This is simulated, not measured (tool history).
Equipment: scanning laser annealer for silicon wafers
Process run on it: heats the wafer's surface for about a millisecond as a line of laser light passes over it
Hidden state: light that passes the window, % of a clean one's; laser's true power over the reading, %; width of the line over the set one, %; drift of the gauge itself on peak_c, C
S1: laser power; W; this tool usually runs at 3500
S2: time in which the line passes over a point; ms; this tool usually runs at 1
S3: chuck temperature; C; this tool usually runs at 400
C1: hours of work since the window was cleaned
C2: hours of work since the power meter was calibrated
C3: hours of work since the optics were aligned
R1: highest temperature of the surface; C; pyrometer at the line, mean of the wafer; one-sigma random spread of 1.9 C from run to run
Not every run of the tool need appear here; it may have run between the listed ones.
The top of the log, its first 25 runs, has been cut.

run	day	S1	S2	S3	C1	C2	C3	R1
26	10.717	3387	0.83	411	525	218	1089	1154
27	11.175	3354	1	429	534	227	1098	1237
28	11.579	3354	1	429	542	235	1106	1240
29	11.858	3354	1	429	547	240	1111	1238
30	12.421	3219	1	421	558	251	1122	1199
# day 12.571: window over the wafer cleaned
31	13.096	3494	1	378	10	262	1133	1220
32	13.45	3494	1	378	17	269	1140	1218
33	14.033	3639	1	379	28	280	1151	1255

3 ways to go on from here, each from the tool as it stands after run 33. What would each give?
A	14.483	3639	0.99	379	37	289	1160	?
B	14.483	3163	1.03	383	37	289	1160	?
C	14.483	3639	1.19	394	37	289	1160	?

run	R1
A	1251
B	1159
C	1346
What these runs would have given with no unlogged condition in the tool:
run	R1
A	1251
B	1160
C	1346
